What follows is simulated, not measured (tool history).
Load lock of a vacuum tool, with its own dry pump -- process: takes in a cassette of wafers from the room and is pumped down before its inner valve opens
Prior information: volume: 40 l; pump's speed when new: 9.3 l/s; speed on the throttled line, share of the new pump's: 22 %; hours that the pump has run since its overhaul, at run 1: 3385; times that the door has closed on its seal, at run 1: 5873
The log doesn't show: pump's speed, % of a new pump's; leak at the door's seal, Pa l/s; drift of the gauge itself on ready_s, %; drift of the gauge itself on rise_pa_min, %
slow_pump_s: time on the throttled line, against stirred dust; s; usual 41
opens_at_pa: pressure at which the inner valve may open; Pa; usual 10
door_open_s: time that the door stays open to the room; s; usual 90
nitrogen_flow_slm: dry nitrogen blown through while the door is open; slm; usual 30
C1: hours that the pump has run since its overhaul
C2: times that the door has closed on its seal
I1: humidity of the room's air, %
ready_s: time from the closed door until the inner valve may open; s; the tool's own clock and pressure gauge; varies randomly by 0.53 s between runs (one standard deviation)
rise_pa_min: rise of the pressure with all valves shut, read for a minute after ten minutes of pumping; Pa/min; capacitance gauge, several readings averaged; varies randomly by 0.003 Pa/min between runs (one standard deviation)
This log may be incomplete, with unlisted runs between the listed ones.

{"run": 1, "hour": 0.0, "slow_pump_s": 41, "opens_at_pa": 10, "door_open_s": 90, "nitrogen_flow_slm": 30, "C1": 3385, "C2": 5873, "I1": 48.2, "ready_s": 74.4, "rise_pa_min": 0.084}
{"run": 2, "hour": 447.6, "slow_pump_s": 41, "opens_at_pa": 10, "door_open_s": 149, "nitrogen_flow_slm": 30, "C1": 3833, "C2": 7215, "I1": 41.5, "ready_s": 74.3, "rise_pa_min": 0.11}
{"run": 3, "hour": 848.1, "slow_pump_s": 41, "opens_at_pa": 10, "door_open_s": 90, "nitrogen_flow_slm": 30, "C1": 4233, "C2": 8416, "I1": 45.1, "ready_s": 73.3, "rise_pa_min": 0.128}
{"run": 4, "hour": 1171.2, "slow_pump_s": 41, "opens_at_pa": 10, "door_open_s": 90, "nitrogen_flow_slm": 30, "C1": 4556, "C2": 9385, "I1": 42, "ready_s": 73.9, "rise_pa_min": 0.143}
{"run": 5, "hour": 1603.2, "slow_pump_s": 41, "opens_at_pa": 10, "door_open_s": 90, "nitrogen_flow_slm": 30, "C1": 4988, "C2": 10680, "I1": 43.5, "ready_s": 75.1, "rise_pa_min": 0.174}
{"run": 6, "hour": 2079.0, "slow_pump_s": 41, "opens_at_pa": 10, "door_open_s": 90, "nitrogen_flow_slm": 30, "C1": 5464, "C2": 12107, "I1": 44.5, "ready_s": 73.9, "rise_pa_min": 0.205}
{"run": 7, "hour": 2397.7, "slow_pump_s": 41, "opens_at_pa": 10, "door_open_s": 90, "nitrogen_flow_slm": 30, "C1": 5783, "C2": 13063, "I1": 39.9, "ready_s": 73.8, "rise_pa_min": 0.23}
{"run": 8, "hour": 2778.2, "slow_pump_s": 41, "opens_at_pa": 10, "door_open_s": 90, "nitrogen_flow_slm": 30, "C1": 6163, "C2": 14204, "I1": 43.8, "ready_s": 74.2, "rise_pa_min": 0.255}
{"run": 9, "hour": 3234.1, "slow_pump_s": 65, "opens_at_pa": 10, "door_open_s": 90, "nitrogen_flow_slm": 30, "C1": 6619, "C2": 15571, "I1": 47.2, "ready_s": 92.5, "rise_pa_min": 0.295}
{"run": 10, "hour": 3637.6, "slow_pump_s": 65, "opens_at_pa": 10, "door_open_s": 90, "nitrogen_flow_slm": 30, "C1": 7023, "C2": 16781, "I1": 42.5, "ready_s": 93.3, "rise_pa_min": 0.315}
{"run": 11, "hour": 4200.5, "slow_pump_s": 41, "opens_at_pa": 8, "door_open_s": 90, "nitrogen_flow_slm": 30, "C1": 7586, "C2": 18469, "I1": 45, "ready_s": 76.4, "rise_pa_min": 0.371}
{"run": 12, "hour": 4590.2, "slow_pump_s": 41, "opens_at_pa": 10, "door_open_s": 90, "nitrogen_flow_slm": 30, "C1": 7975, "C2": 19637, "I1": 47.1, "ready_s": 75.1, "rise_pa_min": 0.405}
{"run": 13, "hour": 5004.0, "slow_pump_s": 41, "opens_at_pa": 10, "door_open_s": 90, "nitrogen_flow_slm": 30, "C1": 8389, "C2": 20878, "I1": 47.1, "ready_s": 74.8, "rise_pa_min": 0.444}
{"hour": 5666.1, "done": "door's seal changed, seat wiped"}
{"run": 14, "hour": 5677.1, "slow_pump_s": 41, "opens_at_pa": 10, "door_open_s": 90, "nitrogen_flow_slm": 30, "C1": 9061, "C2": 33, "I1": 44.3, "ready_s": 76, "rise_pa_min": 0.018}
{"run": 15, "hour": 5986.6, "slow_pump_s": 41, "opens_at_pa": 10, "door_open_s": 90, "nitrogen_flow_slm": 30, "C1": 9370, "C2": 961, "I1": 46.5, "ready_s": 76.7, "rise_pa_min": 0.032}
{"run": 16, "hour": 6654.6, "slow_pump_s": 41, "opens_at_pa": 10, "door_open_s": 90, "nitrogen_flow_slm": 7, "C1": 10038, "C2": 2964, "I1": 46.6, "ready_s": 76.3, "rise_pa_min": 0.079}
{"run": 17, "hour": 7243.6, "slow_pump_s": 41, "opens_at_pa": 10, "door_open_s": 90, "nitrogen_flow_slm": 30, "C1": 10627, "C2": 4731, "I1": 45.1, "ready_s": 77.3, "rise_pa_min": 0.071}
{"run": 18, "hour": 7882.7, "slow_pump_s": 41, "opens_at_pa": 10, "door_open_s": 90, "nitrogen_flow_slm": 30, "C1": 11266, "C2": 6647, "I1": 45.8, "ready_s": 77.5, "rise_pa_min": 0.098}
{"run": 19, "hour": 8215.4, "slow_pump_s": 32, "opens_at_pa": 10, "door_open_s": 83, "nitrogen_flow_slm": 30, "C1": 11599, "C2": 7645, "I1": 47.6, "ready_s": 70.3, "rise_pa_min": 0.111}
{"run": 20, "hour": 8831.0, "slow_pump_s": 32, "opens_at_pa": 10, "door_open_s": 83, "nitrogen_flow_slm": 30, "C1": 12215, "C2": 9490, "I1": 46.3, "ready_s": 69.9, "rise_pa_min": 0.141}
{"run": 21, "hour": 9218.5, "slow_pump_s": 51, "opens_at_pa": 10, "door_open_s": 74, "nitrogen_flow_slm": 10, "C1": 12602, "C2": 10652, "I1": 41.7, "ready_s": 84.9, "rise_pa_min": 0.186}
{"run": 22, "hour": 9832.0, "slow_pump_s": 41, "opens_at_pa": 11, "door_open_s": 90, "nitrogen_flow_slm": 37, "C1": 13216, "C2": 12492, "I1": 46.3, "ready_s": 76.2, "rise_pa_min": 0.204}
{"run": 23, "hour": 10204.1, "slow_pump_s": 57, "opens_at_pa": 17, "door_open_s": 77, "nitrogen_flow_slm": 6, "C1": 13588, "C2": 13608, "I1": 44.6, "ready_s": 86.1, "rise_pa_min": 0.276}
{"run": 24, "hour": 10677.0, "slow_pump_s": 62, "opens_at_pa": 7, "door_open_s": 68, "nitrogen_flow_slm": 20, "C1": 14061, "C2": 15026, "I1": 47.8, "ready_s": 96.2, "rise_pa_min": 0.283}
{"run": 25, "hour": 10974.4, "slow_pump_s": 62, "opens_at_pa": 7, "door_open_s": 68, "nitrogen_flow_slm": 20, "C1": 14358, "C2": 15918, "I1": 44.2, "ready_s": 95, "rise_pa_min": 0.302}
{"run": 26, "hour": 11620.2, "slow_pump_s": 62, "opens_at_pa": 17, "door_open_s": 67, "nitrogen_flow_slm": 10, "C1": 15004, "C2": 17854, "I1": 43.8, "ready_s": 91.2, "rise_pa_min": 0.385}
{"run": 27, "hour": 11941.2, "slow_pump_s": 41, "opens_at_pa": 18, "door_open_s": 98, "nitrogen_flow_slm": 30, "C1": 15325, "C2": 18817, "I1": 45.7, "ready_s": 76.3, "rise_pa_min": 0.398}
{"run": 28, "hour": 12248.4, "slow_pump_s": 20, "opens_at_pa": 18, "door_open_s": 216, "nitrogen_flow_slm": 11, "C1": 15632, "C2": 19738, "I1": 45.2, "ready_s": 61.4, "rise_pa_min": 0.447}
{"run": 29, "hour": 12847.0, "slow_pump_s": 20, "opens_at_pa": 18, "door_open_s": 216, "nitrogen_flow_slm": 11, "C1": 16231, "C2": 21533, "I1": 49.3, "ready_s": 61.1, "rise_pa_min": 0.514}
{"hour": 13282.9, "done": "door's seal changed, seat wiped"}
{"run": 30, "hour": 13299.5, "slow_pump_s": 39, "opens_at_pa": 8, "door_open_s": 216, "nitrogen_flow_slm": 11, "C1": 16682, "C2": 49, "I1": 44, "ready_s": 79.9, "rise_pa_min": 0.056}
{"run": 31, "hour": 13724.4, "slow_pump_s": 39, "opens_at_pa": 8, "door_open_s": 216, "nitrogen_flow_slm": 11, "C1": 17107, "C2": 1324, "I1": 45.7, "ready_s": 80, "rise_pa_min": 0.067}
{"run": 32, "hour": 14247.6, "slow_pump_s": 39, "opens_at_pa": 8, "door_open_s": 216, "nitrogen_flow_slm": 11, "C1": 17630, "C2": 2893, "I1": 45, "ready_s": 80.7, "rise_pa_min": 0.084}
{"run": 33, "hour": 14548.3, "slow_pump_s": 39, "opens_at_pa": 8, "door_open_s": 216, "nitrogen_flow_slm": 11, "C1": 17931, "C2": 3794, "I1": 40.2, "ready_s": 80.9, "rise_pa_min": 0.088}
{"run": 34, "hour": 15132.2, "slow_pump_s": 20, "opens_at_pa": 18, "door_open_s": 122, "nitrogen_flow_slm": 41, "C1": 18514, "C2": 5545, "I1": 46.1, "ready_s": 62.7, "rise_pa_min": 0.075}
{"run": 35, "hour": 15660.0, "slow_pump_s": 20, "opens_at_pa": 7, "door_open_s": 122, "nitrogen_flow_slm": 41, "C1": 19042, "C2": 7128, "I1": 43.4, "ready_s": 68.4, "rise_pa_min": 0.097}
{"run": 36, "hour": 16104.1, "slow_pump_s": 41, "opens_at_pa": 10, "door_open_s": 165, "nitrogen_flow_slm": 30, "C1": 19486, "C2": 8460, "I1": 41.6, "ready_s": 82.1, "rise_pa_min": 0.128}

Some steps in ready_s between neighbouring runs. How much of each would the tool show without its hidden state too (settings, what came in, random variation), and how much is left for the hidden state, with any gauge scatter that isn't in both results?
Run 8 -> 9: slow_pump_s 41 -> 65. ready_s +18.3 s: hidden state -0.3, all else +18.6.
Run 26 -> 27: slow_pump_s 62 -> 41, opens_at_pa 17 -> 18, door_open_s 67 -> 98, nitrogen_flow_slm 10 -> 30. ready_s -14.9 s: hidden state +1.2, all else -16.1.
Run 29 -> 30: slow_pump_s 20 -> 39, opens_at_pa 18 -> 8, door's seal changed, seat wiped. ready_s +18.8 s: hidden state +0.3, all else +18.5.
Run 33 -> 34: slow_pump_s 39 -> 20, opens_at_pa 8 -> 18, door_open_s 216 -> 122, nitrogen_flow_slm 11 -> 41. ready_s -18.2 s: hidden state +0.3, all else -18.5.
Run 34 -> 35: opens_at_pa 18 -> 7. ready_s +5.7 s: hidden state +1.7, all else +4.
Run 35 -> 36: slow_pump_s 20 -> 41, opens_at_pa 7 -> 10, door_open_s 122 -> 165, nitrogen_flow_slm 41 -> 30. ready_s +13.7 s: hidden state -1.7, all else +15.4.
